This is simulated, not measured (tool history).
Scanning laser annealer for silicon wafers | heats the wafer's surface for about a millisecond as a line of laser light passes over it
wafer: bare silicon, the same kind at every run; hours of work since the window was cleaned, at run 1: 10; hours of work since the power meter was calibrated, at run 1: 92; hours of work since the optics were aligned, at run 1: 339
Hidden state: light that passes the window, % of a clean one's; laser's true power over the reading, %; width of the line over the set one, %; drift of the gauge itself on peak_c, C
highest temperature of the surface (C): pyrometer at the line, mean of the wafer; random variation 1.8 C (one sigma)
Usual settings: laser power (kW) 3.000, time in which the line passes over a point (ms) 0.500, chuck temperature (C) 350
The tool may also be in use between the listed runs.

run	hour	laser power (kW)	time in which the line passes over a point (ms)	chuck temperature (C)	hours of work since the window was cleaned	hours of work since the power meter was calibrated	hours of work since the optics were aligned	highest temperature of the surface (C)
1	0.0	3.000	0.500	350	10	92	339	1074
2	42.7	3.000	0.500	350	31	113	360	1071
3	114.9	3.000	0.500	350	67	149	396	1064
4	160.0	3.000	0.500	350	89	171	418	1066
5	200.8	3.000	0.500	350	110	191	438	1061
6	231.3	3.000	0.500	350	125	206	454	1061
7	280.0	3.000	0.500	350	149	231	478	1060
8	335.5	3.078	0.500	350	176	258	505	1074
9	378.6	3.000	0.500	350	198	279	527	1053
10	452.6	2.857	0.500	350	234	316	563	1018
11	505.2	3.000	0.583	350	261	342	589	1107
12	576.9	3.000	0.583	350	296	378	625	1101
# hour 584.3: window over the wafer cleaned
13	618.1	2.820	0.592	350	17	397	644	1056
14	681.6	2.820	0.592	350	48	429	676	1049
15	753.7	2.668	0.427	341	84	465	712	899
16	789.1	3.000	0.607	312	102	482	729	1058
17	835.1	2.831	0.572	350	124	505	752	1036
18	905.2	2.898	0.572	350	159	540	787	1049
19	970.9	2.898	0.572	365	192	572	819	1056

5 ways to go on from here, each from the tool as it stands after run 19. What would each give?
# hour 986.2: window over the wafer cleaned, once more
A	1007.3	2.796	0.536	316	10	589	837	?
# hour 986.2: window over the wafer cleaned, once more
B	1007.3	2.914	0.451	332	10	589	837	?
# hour 986.2: window over the wafer cleaned, once more
C	1007.3	2.853	0.396	365	10	589	837	?
# hour 986.2: window over the wafer cleaned, once more
D	1007.3	3.151	0.398	365	10	589	837	?
# hour 986.2: window over the wafer cleaned, once more
E	1007.3	3.007	0.471	344	10	589	837	?

run	highest temperature of the surface (C)
A	1009
B	990
C	969
D	1032
E	1038
Without the tool's hidden state the same runs would have given:
run	highest temperature of the surface (C)
A	1024
B	1004
C	982
D	1046
E	1053
